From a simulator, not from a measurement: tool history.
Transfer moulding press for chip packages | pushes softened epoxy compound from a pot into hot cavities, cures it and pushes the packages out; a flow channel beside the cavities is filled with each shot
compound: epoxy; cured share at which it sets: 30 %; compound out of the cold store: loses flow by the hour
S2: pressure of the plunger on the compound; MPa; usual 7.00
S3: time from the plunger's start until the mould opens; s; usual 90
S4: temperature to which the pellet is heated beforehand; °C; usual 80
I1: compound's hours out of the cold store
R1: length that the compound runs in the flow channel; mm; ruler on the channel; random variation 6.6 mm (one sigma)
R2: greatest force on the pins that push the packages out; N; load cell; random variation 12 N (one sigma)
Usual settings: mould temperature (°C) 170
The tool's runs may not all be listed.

Run 1, hour 0.0: usual settings; I1 23.2. Result: R1 985 mm, R2 699 N.
Run 2, hour 24.7: usual settings but S2 7.29 MPa; I1 29.0. Result: R1 981 mm, R2 815 N.
At hour 55.7: cavities cleaned with cleaning compound and waxed.
Run 3, hour 71.7: usual settings; I1 38.9. Result: R1 918 mm, R2 1051 N.
Run 4, hour 100.5: usual settings; I1 20.8. Result: R1 984 mm, R2 1080 N.
At hour 127.6: cavities cleaned with cleaning compound and waxed.
Run 5, hour 140.5: usual settings; I1 20.5. Result: R1 984 mm, R2 654 N.
Run 6, hour 185.5: usual settings; I1 34.1. Result: R1 914 mm, R2 848 N.
At hour 199.9: cavities cleaned with cleaning compound and waxed.
Run 7, hour 228.7: usual settings but mould temperature (°C) 177; I1 37.0. Result: R1 873 mm, R2 633 N.
Run 8, hour 261.8: usual settings; I1 40.1. Result: R1 873 mm, R2 847 N.
At hour 272.1: cavities cleaned with cleaning compound and waxed.
At hour 284.0: cavities cleaned with cleaning compound and waxed, once more.
Run 9, hour 302.1: usual settings but mould temperature (°C) 163; I1 39.6. Result: R1 907 mm, R2 1046 N.
At hour 342.3: plunger's sealing rings changed.
Run 10, hour 349.4: usual settings but mould temperature (°C) 163; I1 11.7. Result: R1 1081 mm, R2 1394 N.
At hour 358.7: cavities cleaned with cleaning compound and waxed.
Run 11, hour 376.0: usual settings; I1 16.2. Result: R1 1020 mm, R2 700 N.
Run 12, hour 410.9: usual settings but S3 130 s; I1 28.4. Result: R1 958 mm, R2 717 N.
At hour 431.5: cavities cleaned with cleaning compound and waxed.
Run 13, hour 431.5: usual settings but S3 130 s; I1 26.0. Result: R1 975 mm, R2 465 N.
Run 14, hour 450.5: usual settings; I1 44.4. Result: R1 894 mm, R2 652 N.
Run 15, hour 474.0: usual settings but S4 84 °C; I1 19.0. Result: R1 986 mm, R2 808 N.
At hour 503.7: cavities cleaned with cleaning compound and waxed.
Run 16, hour 503.7: usual settings but S2 5.49 MPa, S3 122 s; I1 36.3. Result: R1 807 mm, R2 461 N.
Run 17, hour 542.3: usual settings but mould temperature (°C) 171, S2 5.55 MPa, S3 120 s, S4 89 °C; I1 24.3. Result: R1 842 mm, R2 655 N.
At hour 561.1: mould's thermocouples calibrated.
Run 18, hour 569.2: usual settings but S3 95 s, S4 74 °C; I1 38.7. Result: R1 896 mm, R2 834 N.
At hour 577.5: cavities cleaned with cleaning compound and waxed.
Run 19, hour 604.5: usual settings but mould temperature (°C) 168, S2 6.96 MPa, S3 103 s, S4 78 °C; I1 47.9. Result: R1 853 mm, R2 686 N.
Run 20, hour 638.4: usual settings but S2 5.41 MPa, S3 122 s; I1 16.7. Result: R1 846 mm, R2 759 N.
At hour 649.5: cavities cleaned with cleaning compound and waxed.
Run 21, hour 674.5: usual settings but S2 5.41 MPa, S3 122 s; I1 39.4. Result: R1 770 mm, R2 631 N.
At hour 701.4: plunger's sealing rings changed.
Run 22, hour 701.6: usual settings but mould temperature (°C) 168, S2 5.20 MPa, S3 92 s, S4 72 °C; I1 16.2. Result: R1 895 mm, R2 963 N.

The next listed run, before its measurement:
At hour 726.4: cavities cleaned with cleaning compound and waxed.
Run 23, hour 748.2: usual settings but mould temperature (°C) 171, S2 8.45 MPa, S4 74 °C; I1 35.6. Result: R1 ?, R2 ?.

{"run 23": {"R1": 1016, "R2": 715}}
Without the tool's hidden state the same run would have given R1 1028 mm, R2 537 N.

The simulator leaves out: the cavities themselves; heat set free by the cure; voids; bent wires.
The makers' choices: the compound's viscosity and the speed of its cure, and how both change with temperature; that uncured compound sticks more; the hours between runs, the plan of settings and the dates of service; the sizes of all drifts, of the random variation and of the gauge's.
